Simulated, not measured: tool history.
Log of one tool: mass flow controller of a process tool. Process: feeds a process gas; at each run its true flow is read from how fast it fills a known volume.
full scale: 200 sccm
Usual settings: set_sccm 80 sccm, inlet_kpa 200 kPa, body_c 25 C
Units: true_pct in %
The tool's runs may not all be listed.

| run | hour | set_sccm | inlet_kpa | body_c | true_pct |
|---|---|---|---|---|---|
| 1 | 0.0 | 80 | 200 | 25 | 99.72 |
| 2 | 133.8 | 80 | 200 | 25 | 99.68 |
| 3 | 387.9 | 80 | 200 | 25 | 99.60 |
| 4 | 666.0 | 80 | 200 | 25 | 99.67 |
| 5 | 796.0 | 80 | 206 | 25 | 99.59 |
| 6 | 1068.8 | 56 | 200 | 25 | 99.59 |
| 7 | 1258.2 | 39 | 231 | 25 | 99.48 |
| 8 | 1391.5 | 27 | 257 | 25 | 99.45 |
| 9 | 1671.2 | 34 | 257 | 33 | 99.82 |
| 10 | 1962.7 | 34 | 257 | 33 | 99.72 |
| 11 | 2191.1 | 97 | 171 | 34 | 99.61 |
| 12 | 2493.6 | 97 | 249 | 31 | 99.65 |

Forecast each of these 3 alternatives for the next run:
| A | 2764.7 | 44 | 201 | 39 | ? |
| B | 2764.7 | 80 | 188 | 21 | ? |
| C | 2764.7 | 97 | 264 | 31 | ? |

| run | true_pct |
|---|---|
| A | 99.73 |
| B | 99.10 |
| C | 99.47 |
Without the tool's hidden state the same runs would have given:
| run | true_pct |
|---|---|
| A | 100.24 |
| B | 99.60 |
| C | 99.97 |
